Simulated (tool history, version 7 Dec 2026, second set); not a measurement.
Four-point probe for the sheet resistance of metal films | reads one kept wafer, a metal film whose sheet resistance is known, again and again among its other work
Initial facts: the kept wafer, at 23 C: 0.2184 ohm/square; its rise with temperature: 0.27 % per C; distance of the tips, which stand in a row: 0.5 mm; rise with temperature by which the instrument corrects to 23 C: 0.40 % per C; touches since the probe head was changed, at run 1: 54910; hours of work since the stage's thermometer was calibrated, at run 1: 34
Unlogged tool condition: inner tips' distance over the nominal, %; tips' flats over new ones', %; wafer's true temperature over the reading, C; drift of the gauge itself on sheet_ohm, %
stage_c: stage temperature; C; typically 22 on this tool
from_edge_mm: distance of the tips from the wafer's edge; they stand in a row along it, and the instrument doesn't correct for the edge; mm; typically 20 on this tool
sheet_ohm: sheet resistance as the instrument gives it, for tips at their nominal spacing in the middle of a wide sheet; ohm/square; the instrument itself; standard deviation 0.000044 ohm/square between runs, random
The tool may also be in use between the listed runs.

| run | hour | stage_c | from_edge_mm | touches since the probe head was changed | hours of work since the stage's thermometer was calibrated | sheet_ohm |
|---|---|---|---|---|---|---|
| 1 | 0 | 22 | 20 | 54910 | 34 | 0.219864 |
| 2 | 23.5 | 22 | 20 | 55476 | 45 | 0.219871 |
| 3 | 34.6 | 22 | 10 | 55743 | 50 | 0.220099 |
| 4 | 55.7 | 31 | 20 | 56250 | 61 | 0.217535 |
| 5 | 78.9 | 31 | 20 | 56808 | 72 | 0.217558 |
| 6 | 90.1 | 31 | 20 | 57075 | 77 | 0.217502 |
| 7 | 101.8 | 22 | 20 | 57356 | 83 | 0.219938 |
| 8 | 112.6 | 25 | 20 | 57616 | 88 | 0.219119 |
| 9 | 131.6 | 27 | 4 | 58072 | 97 | 0.220342 |
| 10 | 142.2 | 29 | 48 | 58329 | 103 | 0.218087 |
| 11 | 159.5 | 19 | 50 | 58744 | 111 | 0.220739 |
| 12 | 180.5 | 21 | 11 | 59250 | 121 | 0.220419 |
| 13 | 197.6 | 22 | 13 | 59660 | 130 | 0.220098 |
| 14 | 219.6 | 24 | 30 | 60189 | 140 | 0.219362 |
| 15 | 233.9 | 26 | 18 | 60532 | 147 | 0.218966 |

What if the next run were any one of these 4? Each begins from the tool's condition after run 15:
| A | 249.2 | 22 | 23 | 60901 | 155 | ? |
| B | 249.2 | 21 | 28 | 60901 | 155 | ? |
| C | 249.2 | 28 | 7 | 60901 | 155 | ? |
| D | 249.2 | 33 | 15 | 60901 | 155 | ? |

| run | sheet_ohm |
|---|---|
| A | 0.220015 |
| B | 0.220275 |
| C | 0.21898 |
| D | 0.217243 |
What these runs would have given with no unlogged condition in the tool:
| run | sheet_ohm |
|---|---|
| A | 0.21872 |
| B | 0.218978 |
| C | 0.217693 |
| D | 0.215966 |
